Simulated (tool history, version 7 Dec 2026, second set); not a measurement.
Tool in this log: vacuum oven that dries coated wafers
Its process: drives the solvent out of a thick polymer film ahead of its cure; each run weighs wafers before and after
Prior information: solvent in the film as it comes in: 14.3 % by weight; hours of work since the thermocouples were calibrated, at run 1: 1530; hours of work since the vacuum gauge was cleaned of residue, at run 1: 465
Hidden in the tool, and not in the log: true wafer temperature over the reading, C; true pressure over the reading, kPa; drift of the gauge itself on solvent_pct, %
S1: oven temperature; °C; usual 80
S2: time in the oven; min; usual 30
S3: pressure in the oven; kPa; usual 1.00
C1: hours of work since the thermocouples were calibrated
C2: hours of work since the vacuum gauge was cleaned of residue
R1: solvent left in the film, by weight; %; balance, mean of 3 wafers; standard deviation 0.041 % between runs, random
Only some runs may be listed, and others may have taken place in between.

| run | hour | S1 | S2 | S3 | C1 | C2 | R1 |
|---|---|---|---|---|---|---|---|
| 1 | 0.0 | 80 | 30 | 1.00 | 1530 | 465 | 1.62 |
| 2 | 18.0 | 80 | 30 | 1.00 | 1540 | 476 | 1.61 |
| 3 | 56.0 | 80 | 48 | 1.00 | 1563 | 498 | 1.13 |
| 4 | 85.8 | 80 | 30 | 1.00 | 1580 | 515 | 1.59 |
| 5 | 121.9 | 85 | 30 | 1.00 | 1601 | 537 | 1.06 |
| 6 | 152.6 | 80 | 30 | 1.00 | 1619 | 555 | 1.59 |
| 7 | 192.0 | 80 | 30 | 1.00 | 1642 | 578 | 1.59 |
| 8 | 220.8 | 88 | 30 | 1.00 | 1659 | 594 | 0.86 |
| 9 | 254.8 | 80 | 30 | 1.00 | 1679 | 614 | 1.67 |
| 10 | 282.1 | 80 | 30 | 1.84 | 1695 | 630 | 2.37 |
| 11 | 305.7 | 80 | 30 | 1.84 | 1709 | 644 | 2.39 |
| 12 | 337.9 | 80 | 30 | 1.84 | 1727 | 663 | 2.34 |
| 13 | 377.1 | 80 | 30 | 1.84 | 1750 | 686 | 2.40 |
|  | 398.8 | oven's thermocouples calibrated |
| 14 | 416.0 | 80 | 30 | 1.84 | 10 | 707 | 2.36 |
| 15 | 447.3 | 80 | 30 | 1.84 | 28 | 726 | 2.41 |
| 16 | 487.2 | 80 | 30 | 1.52 | 52 | 749 | 1.99 |
| 17 | 507.0 | 77 | 30 | 2.80 | 63 | 760 | 3.83 |
| 18 | 540.3 | 77 | 30 | 2.80 | 83 | 780 | 3.83 |
| 19 | 576.0 | 90 | 19 | 2.70 | 104 | 801 | 2.06 |
| 20 | 615.9 | 67 | 46 | 1.00 | 127 | 824 | 3.18 |
| 21 | 646.6 | 80 | 19 | 1.00 | 145 | 842 | 2.58 |
| 22 | 672.8 | 70 | 30 | 1.00 | 160 | 857 | 3.58 |
| 23 | 711.1 | 80 | 30 | 1.00 | 183 | 880 | 1.54 |
| 24 | 727.8 | 82 | 19 | 1.44 | 192 | 890 | 2.53 |
| 25 | 751.9 | 94 | 20 | 1.44 | 206 | 904 | 0.94 |
| 26 | 793.2 | 72 | 20 | 0.54 | 231 | 928 | 4.18 |
| 27 | 810.6 | 80 | 20 | 3.96 | 241 | 938 | 4.96 |

Describe how what the log doesn't record of the tool's condition differs between the last listed run preceding each entry between runs and the first listed run following it.
From run 13 to run 14: oven's thermocouples calibrated (hour 398.8)
  true wafer temperature over the reading, C: -1.07 -> -0.45; true pressure over the reading, kPa: 0.139 -> 0.143
  measured result minus the result with no hidden state, R1: +0.29 -> +0.20 %
